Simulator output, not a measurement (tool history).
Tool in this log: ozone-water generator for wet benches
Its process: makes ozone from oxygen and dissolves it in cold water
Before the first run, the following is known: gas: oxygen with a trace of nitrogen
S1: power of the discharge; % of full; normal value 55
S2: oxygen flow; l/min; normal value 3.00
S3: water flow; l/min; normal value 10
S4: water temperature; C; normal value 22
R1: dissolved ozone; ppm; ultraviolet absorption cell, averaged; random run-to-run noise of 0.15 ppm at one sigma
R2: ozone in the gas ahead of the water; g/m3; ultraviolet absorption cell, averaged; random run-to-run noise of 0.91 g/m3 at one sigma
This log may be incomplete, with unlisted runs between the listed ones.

| run | hour | S1 | S2 | S3 | S4 | R1 | R2 |
|---|---|---|---|---|---|---|---|
| 1 | 0.0 | 55 | 3.00 | 10 | 22 | 16.8 | 149.3 |
| 2 | 22.0 | 55 | 3.00 | 10 | 22 | 16.4 | 148.1 |
| 3 | 43.3 | 55 | 3.00 | 10 | 22 | 16.3 | 147.5 |
| 4 | 67.4 | 55 | 3.85 | 10 | 22 | 16.2 | 127.4 |
| 5 | 79.9 | 55 | 3.85 | 10 | 22 | 16.2 | 130.9 |
| 6 | 99.2 | 55 | 3.85 | 10 | 22 | 16.4 | 130.8 |
| 7 | 116.7 | 55 | 3.85 | 10 | 22 | 16.0 | 128.5 |
| 8 | 132.6 | 55 | 3.85 | 10 | 22 | 16.4 | 127.2 |
| 9 | 147.4 | 55 | 3.00 | 6 | 22 | 22.3 | 147.4 |
| 10 | 160.2 | 55 | 3.00 | 6 | 22 | 22.2 | 148.4 |
| 11 | 182.6 | 55 | 3.00 | 10 | 15 | 18.5 | 147.4 |
| 12 | 209.3 | 55 | 3.00 | 10 | 22 | 16.5 | 147.5 |
| 13 | 224.7 | 55 | 3.00 | 10 | 24 | 16.0 | 146.6 |
| 14 | 238.5 | 55 | 3.00 | 10 | 22 | 16.6 | 146.0 |
| 15 | 255.5 | 55 | 3.00 | 10 | 22 | 16.6 | 147.5 |
| 16 | 274.3 | 55 | 3.00 | 10 | 22 | 16.5 | 146.7 |
| 17 | 290.3 | 55 | 3.00 | 10 | 22 | 16.8 | 146.3 |
| 18 | 319.9 | 70 | 3.00 | 6 | 24 | 25.0 | 173.9 |
| 19 | 347.5 | 41 | 1.90 | 10 | 24 | 12.9 | 152.4 |
| 20 | 369.1 | 40 | 1.50 | 8 | 25 | 14.6 | 167.7 |
| 21 | 382.0 | 46 | 2.00 | 9 | 25 | 15.0 | 158.7 |
| 22 | 407.1 | 51 | 2.21 | 10 | 25 | 15.1 | 163.1 |
| 23 | 437.0 | 51 | 2.21 | 10 | 25 | 15.0 | 160.8 |
| 24 | 458.9 | 55 | 1.78 | 9 | 18 | 18.6 | 191.4 |
| 25 | 484.1 | 55 | 2.56 | 9 | 18 | 18.8 | 159.0 |
| 26 | 501.7 | 55 | 2.56 | 9 | 18 | 19.1 | 158.6 |
| 27 | 525.5 | 93 | 2.48 | 9 | 18 | 27.8 | 234.5 |
| 28 | 553.3 | 58 | 4.32 | 9 | 20 | 18.4 | 124.9 |
| 29 | 568.5 | 58 | 4.32 | 9 | 20 | 18.5 | 124.0 |
| 30 | 589.0 | 58 | 4.32 | 9 | 20 | 18.4 | 124.2 |
| 31 | 609.3 | 74 | 4.31 | 13 | 30 | 14.5 | 148.7 |
| 32 | 630.2 | 55 | 3.00 | 16 | 15 | 12.7 | 145.4 |

Taken out of this log: 2 entries between the listed runs. Where each belongs, and how the hidden state differs across it:
Logged between run 18 and run 19: water thermometer calibrated (hour 321.9)
  yield of the discharge, % of new electrodes': 96.7 -> 96.6; true water temperature over the reading, C: 0.23 -> 0.32
  difference, measured minus the result without the unlogged condition, R1: -1.7 -> -0.7 ppm; R2: -5.9 -> -3.2 g/m3
Logged between run 22 and run 23: water thermometer calibrated, once more (hour 412.1)
  contactor's efficiency, % of a clean one's: 92.3 -> 92.2; true water temperature over the reading, C: 0.32 -> -0.04
  difference, measured minus the result without the unlogged condition, R1: -1.0 -> -1.0 ppm; R2: -4.5 -> -4.5 g/m3
